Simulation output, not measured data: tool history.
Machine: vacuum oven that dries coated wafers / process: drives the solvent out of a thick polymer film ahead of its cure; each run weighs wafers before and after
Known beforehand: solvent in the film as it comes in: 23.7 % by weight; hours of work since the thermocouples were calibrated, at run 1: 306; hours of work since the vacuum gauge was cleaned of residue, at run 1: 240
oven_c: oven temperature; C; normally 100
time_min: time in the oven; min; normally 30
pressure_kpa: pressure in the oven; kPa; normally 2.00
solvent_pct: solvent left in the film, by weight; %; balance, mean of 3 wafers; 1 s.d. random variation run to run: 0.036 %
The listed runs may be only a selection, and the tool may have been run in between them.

run	hour	oven_c	time_min	pressure_kpa	hours of work since the thermocouples were calibrated	hours of work since the vacuum gauge was cleaned of residue	solvent_pct
1	0.0	100	30	2.00	306	240	1.35
2	24.1	100	30	2.00	318	252	1.30
3	41.3	100	30	2.00	326	260	1.30
4	59.8	100	30	2.00	335	268	1.35
5	92.2	100	30	2.00	350	284	1.31
6	121.2	100	30	2.00	363	297	1.37
7	147.4	100	30	2.00	376	309	1.31
8	176.8	100	30	2.00	389	323	1.27
9	212.2	100	30	2.00	406	340	1.39
10	232.3	100	30	6.84	415	349	2.51
11	248.3	100	30	2.00	423	357	1.39
12	269.6	100	30	2.00	433	367	1.38
13	291.1	107	17	6.89	443	377	2.67
14	316.2	100	20	3.39	455	389	3.27
# hour 320.1: oven's thermocouples calibrated
15	334.8	100	20	3.39	7	396	3.30
16	359.1	100	23	3.53	18	408	2.62
17	379.8	94	16	5.61	28	418	7.40
18	403.8	94	16	5.61	39	429	7.58
19	436.9	100	30	1.07	55	444	1.13
20	471.8	100	30	1.07	71	461	1.22
21	499.6	100	30	1.07	84	474	1.18
22	522.8	100	16	1.07	95	485	4.02
# hour 532.4: oven's thermocouples calibrated, once more
23	549.8	91	30	1.67	8	496	3.77
24	585.2	86	30	1.67	25	513	5.85

Each row is a separate what-if for the run after 24, all from the same tool condition, not one after another. Results?
A	608.2	97	30	1.83	36	524	?
B	608.2	86	30	2.43	36	524	?
C	608.2	90	30	2.00	36	524	?

run	solvent_pct
A	2.01
B	6.06
C	4.27
What these runs would have given with no unlogged condition in the tool:
run	solvent_pct
A	1.87
B	5.81
C	4.05
